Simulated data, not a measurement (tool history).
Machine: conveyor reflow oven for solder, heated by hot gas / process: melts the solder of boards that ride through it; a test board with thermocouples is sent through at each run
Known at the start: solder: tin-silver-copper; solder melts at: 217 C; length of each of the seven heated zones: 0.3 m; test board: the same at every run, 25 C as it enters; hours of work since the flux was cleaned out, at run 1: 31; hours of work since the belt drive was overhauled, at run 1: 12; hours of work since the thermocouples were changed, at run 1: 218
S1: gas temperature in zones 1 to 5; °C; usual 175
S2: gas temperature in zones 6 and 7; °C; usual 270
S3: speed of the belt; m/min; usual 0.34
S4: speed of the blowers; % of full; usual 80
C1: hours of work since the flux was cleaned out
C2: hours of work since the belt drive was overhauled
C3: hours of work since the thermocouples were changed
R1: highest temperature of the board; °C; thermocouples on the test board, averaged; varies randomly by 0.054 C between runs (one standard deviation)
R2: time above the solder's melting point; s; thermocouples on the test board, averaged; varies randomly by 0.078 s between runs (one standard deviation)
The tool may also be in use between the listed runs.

run 1 day=0 | S1=175 S2=270 S3=0.34 S4=80 | C1=31 C2=12 C3=218 | R1=257.63 R2=85.69
run 2 day=0.317 | S1=175 S2=270 S3=0.34 S4=80 | C1=35 C2=15 C3=221 | R1=257.64 R2=85.69
run 3 day=0.6 | S1=175 S2=270 S3=0.34 S4=80 | C1=38 C2=18 C3=224 | R1=257.58 R2=85.83
run 4 day=1.017 | S1=175 S2=270 S3=0.289 S4=80 | C1=42 C2=22 C3=228 | R1=261.55 R2=105.96
run 5 day=1.467 | S1=175 S2=270 S3=0.34 S4=65 | C1=46 C2=27 C3=233 | R1=254.04 R2=81.38
run 6 day=1.758 | S1=175 S2=270 S3=0.34 S4=65 | C1=49 C2=30 C3=236 | R1=254.04 R2=81.37
run 7 day=2.054 | S1=175 S2=270 S3=0.34 S4=65 | C1=52 C2=33 C3=239 | R1=254.1 R2=81.28
run 8 day=2.442 | S1=175 S2=270 S3=0.34 S4=65 | C1=56 C2=37 C3=243 | R1=253.94 R2=81.28
run 9 day=2.738 | S1=175 S2=270 S3=0.34 S4=65 | C1=59 C2=40 C3=246 | R1=253.97 R2=81.36
run 10 day=2.992 | S1=175 S2=270 S3=0.34 S4=65 | C1=62 C2=42 C3=248 | R1=253.97 R2=81.32
run 11 day=3.2 | S1=175 S2=279 S3=0.34 S4=80 | C1=64 C2=44 C3=251 | R1=265.7 R2=91.62
run 12 day=3.562 | S1=175 S2=279 S3=0.34 S4=80 | C1=68 C2=48 C3=254 | R1=265.77 R2=91.48
run 13 day=3.946 | S1=175 S2=279 S3=0.34 S4=80 | C1=72 C2=52 C3=258 | R1=265.72 R2=91.52
run 14 day=4.317 | S1=175 S2=279 S3=0.34 S4=80 | C1=76 C2=56 C3=262 | R1=265.72 R2=91.52
run 15 day=4.662 | S1=175 S2=279 S3=0.34 S4=80 | C1=79 C2=59 C3=266 | R1=265.74 R2=91.59
run 16 day=5.112 | S1=175 S2=279 S3=0.34 S4=80 | C1=84 C2=64 C3=270 | R1=265.7 R2=91.68
run 17 day=5.304 | S1=175 S2=279 S3=0.34 S4=80 | C1=86 C2=66 C3=272 | R1=265.8 R2=91.57
run 18 day=5.571 | S1=173 S2=262 S3=0.314 S4=61 | C1=88 C2=69 C3=275 | R1=247.83 R2=81.14
run 19 day=5.95 | S1=161 S2=270 S3=0.34 S4=78 | C1=92 C2=73 C3=279 | R1=255.18 R2=77.34
-- day=6.15 belt drive overhauled, speed set with a stopwatch
run 20 day=6.475 | S1=161 S2=270 S3=0.34 S4=78 | C1=96 C2=3 C3=282 | R1=255.18 R2=77.51
run 21 day=6.871 | S1=161 S2=270 S3=0.34 S4=78 | C1=100 C2=7 C3=286 | R1=255.3 R2=77.34
run 22 day=7.083 | S1=161 S2=270 S3=0.34 S4=78 | C1=102 C2=10 C3=289 | R1=255.18 R2=77.48
run 23 day=7.458 | S1=161 S2=270 S3=0.34 S4=78 | C1=106 C2=13 C3=292 | R1=255.2 R2=77.57
-- day=7.783 belt drive overhauled, speed set with a stopwatch, once more
run 24 day=7.85 | S1=175 S2=269 S3=0.345 S4=80 | C1=108 C2=1 C3=295 | R1=256.26 R2=82.99
run 25 day=8.079 | S1=176 S2=260 S3=0.34 S4=80 | C1=111 C2=3 C3=297 | R1=248.67 R2=78.16
run 26 day=8.533 | S1=176 S2=260 S3=0.34 S4=86 | C1=115 C2=8 C3=302 | R1=249.7 R2=79.86
run 27 day=8.867 | S1=170 S2=279 S3=0.29 S4=63 | C1=119 C2=11 C3=305 | R1=265.6 R2=104.71
run 28 day=9.242 | S1=188 S2=279 S3=0.34 S4=52 | C1=122 C2=15 C3=309 | R1=259.83 R2=92.29
run 29 day=9.504 | S1=175 S2=270 S3=0.34 S4=74 | C1=125 C2=18 C3=312 | R1=256.26 R2=83.91
run 30 day=9.933 | S1=167 S2=282 S3=0.288 S4=86 | C1=129 C2=22 C3=316 | R1=273.2 R2=110.52
run 31 day=10.317 | S1=167 S2=282 S3=0.288 S4=86 | C1=133 C2=26 C3=320 | R1=273.14 R2=110.63
run 32 day=10.646 | S1=167 S2=282 S3=0.277 S4=86 | C1=137 C2=29 C3=323 | R1=274.09 R2=115.7

What if the next run were any one of these 3? Each begins from the tool's condition after run 32:
run A day=11.096 | S1=175 S2=270 S3=0.373 S4=80 | C1=141 C2=34 C3=328 | R1=? R2=?
run B day=11.096 | S1=167 S2=282 S3=0.299 S4=86 | C1=141 C2=34 C3=328 | R1=? R2=?
run C day=11.096 | S1=182 S2=282 S3=0.309 S4=78 | C1=141 C2=34 C3=328 | R1=? R2=?

run=A R1=254.78 R2=74.94
run=B R1=272.23 R2=105.75
run=C R1=271.52 R2=108.11
With no hidden state in the tool, these same runs would have given:
run=A R1=255.23 R2=75.5
run=B R1=272.57 R2=106.06
run=C R1=271.82 R2=108.28
